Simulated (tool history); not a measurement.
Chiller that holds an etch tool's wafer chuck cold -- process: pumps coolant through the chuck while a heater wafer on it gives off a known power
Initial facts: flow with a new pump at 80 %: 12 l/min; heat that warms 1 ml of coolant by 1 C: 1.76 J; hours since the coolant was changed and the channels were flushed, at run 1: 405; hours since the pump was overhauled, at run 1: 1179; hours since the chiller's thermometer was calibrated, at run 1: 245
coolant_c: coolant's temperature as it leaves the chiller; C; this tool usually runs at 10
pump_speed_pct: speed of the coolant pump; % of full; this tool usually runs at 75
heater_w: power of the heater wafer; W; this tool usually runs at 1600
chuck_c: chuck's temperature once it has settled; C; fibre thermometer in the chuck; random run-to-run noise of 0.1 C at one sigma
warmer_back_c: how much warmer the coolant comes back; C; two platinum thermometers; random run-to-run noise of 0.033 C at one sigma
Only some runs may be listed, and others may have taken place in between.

| run | day | coolant_c | pump_speed_pct | heater_w | hours since the coolant was changed and the channels were flushed | hours since the pump was overhauled | hours since the chiller's thermometer was calibrated | chuck_c | warmer_back_c |
|---|---|---|---|---|---|---|---|---|---|
| 1 | 0 | 10 | 75 | 1600 | 405 | 1179 | 245 | 27.5 | 4.95 |
| 2 | 2.083 | 10 | 66 | 1600 | 455 | 1229 | 295 | 29.1 | 5.63 |
| 3 | 4.196 | 10 | 75 | 1600 | 506 | 1280 | 346 | 27.7 | 4.98 |
| 4 | 5.512 | 10 | 75 | 1600 | 538 | 1311 | 378 | 28 | 4.93 |
| 5 | 7.808 | 10 | 75 | 2045 | 593 | 1366 | 433 | 32.9 | 6.34 |
| 6 | 9.279 | 10 | 75 | 2045 | 628 | 1402 | 468 | 33 | 6.33 |
| 7 | 11.392 | 10 | 75 | 1600 | 679 | 1452 | 519 | 28 | 4.92 |
| 8 | 12.754 | 10 | 75 | 1649 | 711 | 1485 | 551 | 28.4 | 5.04 |
| 9 | 14.996 | 10 | 75 | 1649 | 765 | 1539 | 605 | 28.5 | 5.16 |
| 10 | 17.683 | 10 | 69 | 1649 | 830 | 1603 | 670 | 29.3 | 5.55 |
| 11 | 20.258 | 10 | 75 | 1600 | 892 | 1665 | 731 | 28.2 | 5.01 |
| 12 | 22.042 | 10 | 75 | 1600 | 934 | 1708 | 774 | 28 | 5.05 |
| 13 | 24.225 | 10 | 75 | 1600 | 987 | 1760 | 827 | 28.1 | 5.02 |
|  | 24.621 | coolant pump overhauled |
| 14 | 26.438 | 4 | 75 | 1600 | 1035 | 44 | 875 | 22.2 | 5.07 |
| 15 | 28.246 | 17 | 74 | 1737 | 1078 | 87 | 918 | 36.9 | 5.56 |
| 16 | 30.888 | 10 | 83 | 1600 | 1142 | 150 | 982 | 27.2 | 4.57 |
| 17 | 33.379 | 10 | 83 | 1600 | 1201 | 210 | 1041 | 27.3 | 4.57 |
| 18 | 35.996 | 10 | 83 | 1600 | 1264 | 273 | 1104 | 27.3 | 4.54 |
| 19 | 38.304 | 20 | 75 | 898 | 1320 | 328 | 1160 | 30.3 | 2.91 |
|  | 38.683 | coolant pump overhauled, once more |
| 20 | 40.171 | 20 | 88 | 2031 | 1359 | 36 | 1199 | 40.8 | 5.31 |
| 21 | 42.629 | 16 | 88 | 1845 | 1418 | 95 | 1258 | 34.9 | 4.79 |
| 22 | 43.75 | 11 | 78 | 1539 | 1445 | 122 | 1285 | 27.7 | 4.53 |
| 23 | 45.771 | 11 | 78 | 1539 | 1494 | 170 | 1334 | 28 | 4.55 |
| 24 | 47.817 | 10 | 61 | 1471 | 1543 | 219 | 1383 | 28.5 | 5.65 |
| 25 | 49.733 | 10 | 61 | 1471 | 1589 | 265 | 1429 | 28.6 | 5.62 |
| 26 | 51.254 | 10 | 75 | 1882 | 1625 | 302 | 1465 | 31.1 | 5.81 |

Predict each of these 3 candidate next runs independently; none follows another, all start after run 26:
| A | 52.658 | 10 | 62 | 1081 | 1659 | 335 | 1499 | ? | ? |
| B | 52.658 | 10 | 75 | 1364 | 1659 | 335 | 1499 | ? | ? |
| C | 52.658 | 10 | 75 | 1438 | 1659 | 335 | 1499 | ? | ? |

| run | chuck_c | warmer_back_c |
|---|---|---|
| A | 23.5 | 4.09 |
| B | 25.3 | 4.21 |
| C | 26.2 | 4.42 |
The same runs, with their run-to-run variation unchanged, on a tool lacking any hidden condition would have given:
| run | chuck_c | warmer_back_c |
|---|---|---|
| A | 23.2 | 4.04 |
| B | 24.9 | 4.15 |
| C | 25.8 | 4.36 |
